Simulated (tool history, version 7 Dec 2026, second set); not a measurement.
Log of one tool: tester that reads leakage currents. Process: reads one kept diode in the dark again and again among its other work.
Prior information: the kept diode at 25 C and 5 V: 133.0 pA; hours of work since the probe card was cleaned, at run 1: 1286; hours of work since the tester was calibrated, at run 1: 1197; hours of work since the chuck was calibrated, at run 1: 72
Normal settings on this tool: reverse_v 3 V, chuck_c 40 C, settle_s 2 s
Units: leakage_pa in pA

run	hour	reverse_v	chuck_c	settle_s	hours of work since the probe card was cleaned	hours of work since the tester was calibrated	hours of work since the chuck was calibrated	leakage_pa
1	0	3	40	2	1286	1197	72	348.61
2	18.8	3	40	2	1301	1212	87	348.28
3	40.1	3	40	2	1318	1229	104	347.84
4	73.4	3	40	2	1344	1255	130	344.73
5	89.4	10.67	40	2	1357	1267	143	639.67
6	126.6	10.67	40	2	1386	1297	172	635.33
7	145.1	10.67	40	2	1401	1311	187	634.89
8	180	3	40	2	1429	1339	214	344.92
9	211.6	3	40	2	1454	1364	239	342.37
10	239.5	3	40	2	1476	1386	261	341.34
11	255.2	3	40	2	1488	1398	274	341.71
12	280.1	3	40	2	1508	1418	293	341.85
13	314.1	3	40	2	1535	1445	320	341.24
14	341.3	3	40	2.32	1556	1466	342	340.9
15	357.2	1.5	40	2.32	1569	1479	354	244.65
16	373.4	1.5	40	2.32	1581	1492	367	243.81
17	407.2	1.5	40	2.32	1608	1519	394	243.44
18	426.4	1.5	40	2.32	1623	1534	409	244.45
19	445.2	18.14	40	2.32	1638	1549	424	809.19
20	470.2	3	40	2	1658	1568	443	335.52
21	506	3.37	40	1.31	1686	1597	472	356.61
22	532.2	10.9	22	1.31	1707	1617	492	151.25
23	557.8	3	40	1.22	1727	1638	513	337.9
24	574.1	3	28	1.22	1740	1650	526	129.1
25	592.8	3	29	1.05	1755	1665	540	140.25
26	612.4	3	40	2.94	1770	1681	556	334.03
27	650.1	6.99	49	0.37	1800	1710	586	982.33
28	672.4	6.99	49	0.37	1818	1728	603	984.5
# hour 677: chuck's temperature calibrated
29	706.1	1.11	42	0.48	1843	1753	23	232.03
30	739.6	1.11	42	0.48	1869	1780	49	231.64
31	773.8	1.11	26	0.48	1896	1807	76	64.02
32	798.8	1.11	26	0.48	1916	1826	96	63.9
33	834.8	3	37	0.67	1945	1855	125	250.9
34	858	3	37	0.67	1963	1873	143	250.55
# hour 880: chuck's temperature calibrated, once more
35	892	3	55	8.63	1988	1898	9	1065.56
36	927.4	3	40	1.6	2016	1926	37	352.96
37	945.5	3	26	0.31	2030	1941	52	117.73
38	976.3	5.31	40	4.55	2055	1965	76	460.64
39	1009.7	5.31	40	4.55	2081	1991	102	460.74
40	1046.5	3.98	30	4.55	2110	2021	132	183.43

Describe how what the log doesn't record of the tool's condition differs between the last listed run preceding each entry between runs and the first listed run following it.
Runs 28 to 29: chuck's temperature calibrated (hour 677)
  stray current of the dirty probe card, pA a volt: 1.033 -> 1.046; current scale over the true one, %: -1.36 -> -1.38; true chuck temperature over the reading, C: -0.72 -> -1.24
  what was measured, less what the result would be without the hidden state, leakage_pa: -60.13 -> -25.41 pA
Runs 34 to 35: chuck's temperature calibrated, once more (hour 880)
  stray current of the dirty probe card, pA a volt: 1.113 -> 1.127; current scale over the true one, %: -1.48 -> -1.5; true chuck temperature over the reading, C: -1.38 -> 0.12
  what was measured, less what the result would be without the hidden state, leakage_pa: -29.42 -> -4.04 pA

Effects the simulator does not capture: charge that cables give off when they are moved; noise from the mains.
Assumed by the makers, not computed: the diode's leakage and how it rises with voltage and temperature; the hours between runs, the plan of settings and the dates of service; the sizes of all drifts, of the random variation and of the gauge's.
